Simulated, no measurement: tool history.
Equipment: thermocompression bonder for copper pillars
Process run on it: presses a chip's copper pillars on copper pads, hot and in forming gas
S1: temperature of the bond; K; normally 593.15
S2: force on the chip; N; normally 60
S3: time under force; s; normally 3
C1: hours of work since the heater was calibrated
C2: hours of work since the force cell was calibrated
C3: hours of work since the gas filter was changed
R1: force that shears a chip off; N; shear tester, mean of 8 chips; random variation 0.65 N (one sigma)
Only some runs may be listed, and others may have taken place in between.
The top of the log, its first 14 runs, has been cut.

| run | hour | S1 | S2 | S3 | C1 | C2 | C3 | R1 |
|---|---|---|---|---|---|---|---|---|
| 15 | 129.6 | 614.15 | 85 | 3 | 119 | 362 | 49 | 99.3 |
| 16 | 138.1 | 614.15 | 85 | 3 | 122 | 366 | 53 | 98.2 |
| 17 | 149.2 | 614.15 | 85 | 3 | 127 | 370 | 57 | 97.1 |
| 18 | 154.4 | 618.15 | 41 | 3 | 129 | 373 | 60 | 81.6 |
| 19 | 162.0 | 611.15 | 41 | 3 | 132 | 376 | 63 | 79.0 |
| 20 | 171.9 | 611.15 | 41 | 3 | 136 | 380 | 67 | 79.8 |
| 21 | 181.2 | 611.15 | 41 | 3 | 140 | 384 | 71 | 78.9 |
| 22 | 192.9 | 579.15 | 84 | 3 | 145 | 388 | 75 | 83.5 |
| 23 | 199.4 | 596.15 | 84 | 3 | 148 | 391 | 78 | 90.5 |
| 24 | 207.1 | 592.15 | 39 | 3 | 151 | 394 | 81 | 68.1 |
| 25 | 212.8 | 592.15 | 39 | 3 | 153 | 397 | 84 | 68.4 |
| 26 | 220.0 | 592.15 | 39 | 3 | 156 | 400 | 87 | 68.1 |
| 27 | 227.6 | 592.15 | 39 | 3 | 159 | 403 | 90 | 67.5 |
| 28 | 239.1 | 570.15 | 47 | 5 | 164 | 408 | 94 | 74.2 |
| 29 | 249.4 | 570.15 | 47 | 5 | 168 | 412 | 99 | 72.4 |
| 30 | 258.3 | 596.15 | 57 | 6 | 172 | 415 | 102 | 92.5 |
| 31 | 268.7 | 589.15 | 48 | 5 | 176 | 420 | 107 | 81.1 |
| 32 | 276.7 | 606.15 | 60 | 4 | 180 | 423 | 110 | 90.8 |

Predict each of these 3 candidate next runs independently; none follows another, all start after run 32:
| A | 283.0 | 606.15 | 39 | 4 | 182 | 426 | 113 | ? |
| B | 283.0 | 612.15 | 60 | 3 | 182 | 426 | 113 | ? |
| C | 283.0 | 610.15 | 60 | 4 | 182 | 426 | 113 | ? |

| run | R1 |
|---|---|
| A | 77.5 |
| B | 87.5 |
| C | 90.3 |
With the hidden condition removed and each run's random variation left untouched, the same runs would have given:
| run | R1 |
|---|---|
| A | 82.6 |
| B | 92.9 |
| C | 95.8 |
